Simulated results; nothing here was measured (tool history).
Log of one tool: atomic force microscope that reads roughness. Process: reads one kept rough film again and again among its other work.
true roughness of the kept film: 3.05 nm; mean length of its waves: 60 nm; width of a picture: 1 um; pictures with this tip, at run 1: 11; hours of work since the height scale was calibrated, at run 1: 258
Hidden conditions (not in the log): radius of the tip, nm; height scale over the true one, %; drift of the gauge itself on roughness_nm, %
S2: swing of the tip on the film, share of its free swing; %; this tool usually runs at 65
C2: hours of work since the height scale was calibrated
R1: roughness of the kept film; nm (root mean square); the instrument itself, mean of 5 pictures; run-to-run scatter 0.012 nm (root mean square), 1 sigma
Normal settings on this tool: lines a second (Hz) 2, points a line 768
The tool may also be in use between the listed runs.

{"run": 1, "day": 0.0, "lines a second (Hz)": 2, "S2": 65, "points a line": 768, "pictures with this tip": 11, "C2": 258, "R1": 2.834}
{"run": 2, "day": 0.446, "lines a second (Hz)": 2, "S2": 65, "points a line": 768, "pictures with this tip": 24, "C2": 266, "R1": 2.815}
{"run": 3, "day": 0.75, "lines a second (Hz)": 2, "S2": 65, "points a line": 768, "pictures with this tip": 33, "C2": 271, "R1": 2.81}
{"run": 4, "day": 1.342, "lines a second (Hz)": 2, "S2": 65, "points a line": 676, "pictures with this tip": 49, "C2": 280, "R1": 2.765}
{"run": 5, "day": 1.775, "lines a second (Hz)": 2, "S2": 65, "points a line": 676, "pictures with this tip": 61, "C2": 287, "R1": 2.752}
{"run": 6, "day": 2.071, "lines a second (Hz)": 2, "S2": 65, "points a line": 676, "pictures with this tip": 70, "C2": 292, "R1": 2.753}
{"run": 7, "day": 2.321, "lines a second (Hz)": 2, "S2": 65, "points a line": 676, "pictures with this tip": 77, "C2": 296, "R1": 2.759}
{"run": 8, "day": 2.583, "lines a second (Hz)": 2, "S2": 65, "points a line": 676, "pictures with this tip": 84, "C2": 300, "R1": 2.729}
{"run": 9, "day": 3.104, "lines a second (Hz)": 2, "S2": 65, "points a line": 414, "pictures with this tip": 99, "C2": 309, "R1": 2.726}
{"run": 10, "day": 3.621, "lines a second (Hz)": 2, "S2": 82, "points a line": 768, "pictures with this tip": 113, "C2": 317, "R1": 2.518}
{"run": 11, "day": 3.992, "lines a second (Hz)": 2, "S2": 65, "points a line": 768, "pictures with this tip": 124, "C2": 323, "R1": 2.7}
{"run": 12, "day": 4.262, "lines a second (Hz)": 3.38, "S2": 65, "points a line": 768, "pictures with this tip": 131, "C2": 327, "R1": 2.608}
{"run": 13, "day": 4.567, "lines a second (Hz)": 2, "S2": 65, "points a line": 768, "pictures with this tip": 140, "C2": 332, "R1": 2.687}
{"run": 14, "day": 5.025, "lines a second (Hz)": 2, "S2": 65, "points a line": 768, "pictures with this tip": 153, "C2": 340, "R1": 2.688}
{"run": 15, "day": 5.271, "lines a second (Hz)": 2, "S2": 65, "points a line": 768, "pictures with this tip": 160, "C2": 344, "R1": 2.64}
{"run": 16, "day": 5.542, "lines a second (Hz)": 2, "S2": 65, "points a line": 768, "pictures with this tip": 167, "C2": 348, "R1": 2.654}
{"run": 17, "day": 5.833, "lines a second (Hz)": 2, "S2": 65, "points a line": 768, "pictures with this tip": 175, "C2": 353, "R1": 2.64}
{"run": 18, "day": 6.088, "lines a second (Hz)": 2, "S2": 65, "points a line": 768, "pictures with this tip": 182, "C2": 357, "R1": 2.653}
{"run": 19, "day": 6.688, "lines a second (Hz)": 2, "S2": 65, "points a line": 768, "pictures with this tip": 199, "C2": 366, "R1": 2.623}
{"run": 20, "day": 7.246, "lines a second (Hz)": 2, "S2": 65, "points a line": 768, "pictures with this tip": 215, "C2": 375, "R1": 2.586}
{"run": 21, "day": 7.608, "lines a second (Hz)": 2, "S2": 65, "points a line": 768, "pictures with this tip": 225, "C2": 381, "R1": 2.612}
{"day": 7.679, "done": "new tip fitted"}
{"run": 22, "day": 8.217, "lines a second (Hz)": 2, "S2": 65, "points a line": 768, "pictures with this tip": 15, "C2": 391, "R1": 2.828}
{"run": 23, "day": 8.762, "lines a second (Hz)": 2, "S2": 65, "points a line": 318, "pictures with this tip": 30, "C2": 400, "R1": 2.805}
{"run": 24, "day": 9.354, "lines a second (Hz)": 2, "S2": 65, "points a line": 318, "pictures with this tip": 47, "C2": 409, "R1": 2.789}
{"run": 25, "day": 9.842, "lines a second (Hz)": 0.72, "S2": 65, "points a line": 318, "pictures with this tip": 60, "C2": 417, "R1": 2.868}
{"run": 26, "day": 10.321, "lines a second (Hz)": 2.12, "S2": 85, "points a line": 318, "pictures with this tip": 74, "C2": 425, "R1": 2.496}
{"run": 27, "day": 10.671, "lines a second (Hz)": 0.75, "S2": 85, "points a line": 318, "pictures with this tip": 84, "C2": 430, "R1": 2.722}
{"day": 10.738, "done": "height scale calibrated on a step standard"}
{"run": 28, "day": 11.075, "lines a second (Hz)": 2, "S2": 84, "points a line": 953, "pictures with this tip": 94, "C2": 5, "R1": 2.513}
{"run": 29, "day": 11.567, "lines a second (Hz)": 2, "S2": 65, "points a line": 294, "pictures with this tip": 108, "C2": 13, "R1": 2.73}
{"day": 11.783, "done": "height scale calibrated on a step standard, once more"}
{"run": 30, "day": 11.979, "lines a second (Hz)": 2, "S2": 79, "points a line": 381, "pictures with this tip": 118, "C2": 3, "R1": 2.54}
{"run": 31, "day": 12.262, "lines a second (Hz)": 0.51, "S2": 62, "points a line": 283, "pictures with this tip": 126, "C2": 8, "R1": 2.781}
{"run": 32, "day": 12.517, "lines a second (Hz)": 0.59, "S2": 63, "points a line": 543, "pictures with this tip": 133, "C2": 12, "R1": 2.785}
{"run": 33, "day": 12.821, "lines a second (Hz)": 0.59, "S2": 63, "points a line": 543, "pictures with this tip": 142, "C2": 17, "R1": 2.782}
{"run": 34, "day": 13.154, "lines a second (Hz)": 0.68, "S2": 56, "points a line": 425, "pictures with this tip": 151, "C2": 22, "R1": 2.773}
{"run": 35, "day": 13.458, "lines a second (Hz)": 0.68, "S2": 56, "points a line": 470, "pictures with this tip": 160, "C2": 27, "R1": 2.779}
{"run": 36, "day": 13.933, "lines a second (Hz)": 0.68, "S2": 56, "points a line": 470, "pictures with this tip": 173, "C2": 35, "R1": 2.745}
{"run": 37, "day": 14.229, "lines a second (Hz)": 0.68, "S2": 55, "points a line": 470, "pictures with this tip": 181, "C2": 39, "R1": 2.746}
{"run": 38, "day": 14.579, "lines a second (Hz)": 2, "S2": 83, "points a line": 350, "pictures with this tip": 191, "C2": 45, "R1": 2.406}
{"run": 39, "day": 15.167, "lines a second (Hz)": 2, "S2": 71, "points a line": 768, "pictures with this tip": 207, "C2": 55, "R1": 2.564}
{"run": 40, "day": 15.442, "lines a second (Hz)": 0.87, "S2": 71, "points a line": 768, "pictures with this tip": 215, "C2": 59, "R1": 2.665}
{"run": 41, "day": 15.721, "lines a second (Hz)": 0.87, "S2": 71, "points a line": 768, "pictures with this tip": 223, "C2": 64, "R1": 2.638}
{"day": 15.854, "done": "new tip fitted"}
{"run": 42, "day": 16.038, "lines a second (Hz)": 1.58, "S2": 72, "points a line": 444, "pictures with this tip": 5, "C2": 68, "R1": 2.803}
{"run": 43, "day": 16.5, "lines a second (Hz)": 1.56, "S2": 79, "points a line": 500, "pictures with this tip": 18, "C2": 76, "R1": 2.703}
{"run": 44, "day": 16.95, "lines a second (Hz)": 1.56, "S2": 79, "points a line": 500, "pictures with this tip": 31, "C2": 83, "R1": 2.697}
{"run": 45, "day": 17.362, "lines a second (Hz)": 0.62, "S2": 69, "points a line": 500, "pictures with this tip": 43, "C2": 90, "R1": 2.868}
{"run": 46, "day": 17.629, "lines a second (Hz)": 2, "S2": 90, "points a line": 340, "pictures with this tip": 50, "C2": 94, "R1": 2.46}
{"run": 47, "day": 17.9, "lines a second (Hz)": 2, "S2": 90, "points a line": 340, "pictures with this tip": 58, "C2": 98, "R1": 2.426}
{"run": 48, "day": 18.371, "lines a second (Hz)": 2, "S2": 84, "points a line": 340, "pictures with this tip": 71, "C2": 106, "R1": 2.511}
{"run": 49, "day": 18.696, "lines a second (Hz)": 2, "S2": 84, "points a line": 340, "pictures with this tip": 80, "C2": 111, "R1": 2.519}

Consider 5 possible next runs. They are alternatives, not a sequence: every one starts from the tool as it was left by run 49. What does each give?
{"run": "A", "day": 18.979, "lines a second (Hz)": 2, "S2": 60, "points a line": 768, "pictures with this tip": 88, "C2": 116, "R1": "?"}
{"run": "B", "day": 18.979, "lines a second (Hz)": 1.15, "S2": 68, "points a line": 466, "pictures with this tip": 88, "C2": 116, "R1": "?"}
{"run": "C", "day": 18.979, "lines a second (Hz)": 2, "S2": 56, "points a line": 768, "pictures with this tip": 88, "C2": 116, "R1": "?"}
{"run": "D", "day": 18.979, "lines a second (Hz)": 0.56, "S2": 63, "points a line": 657, "pictures with this tip": 88, "C2": 116, "R1": "?"}
{"run": "E", "day": 18.979, "lines a second (Hz)": 0.56, "S2": 66, "points a line": 429, "pictures with this tip": 88, "C2": 116, "R1": "?"}

run=A R1=2.789
run=B R1=2.774
run=C R1=2.788
run=D R1=2.832
run=E R1=2.832
What these runs would have given with no unlogged condition in the tool:
run=A R1=2.889
run=B R1=2.872
run=C R1=2.887
run=D R1=2.933
run=E R1=2.932

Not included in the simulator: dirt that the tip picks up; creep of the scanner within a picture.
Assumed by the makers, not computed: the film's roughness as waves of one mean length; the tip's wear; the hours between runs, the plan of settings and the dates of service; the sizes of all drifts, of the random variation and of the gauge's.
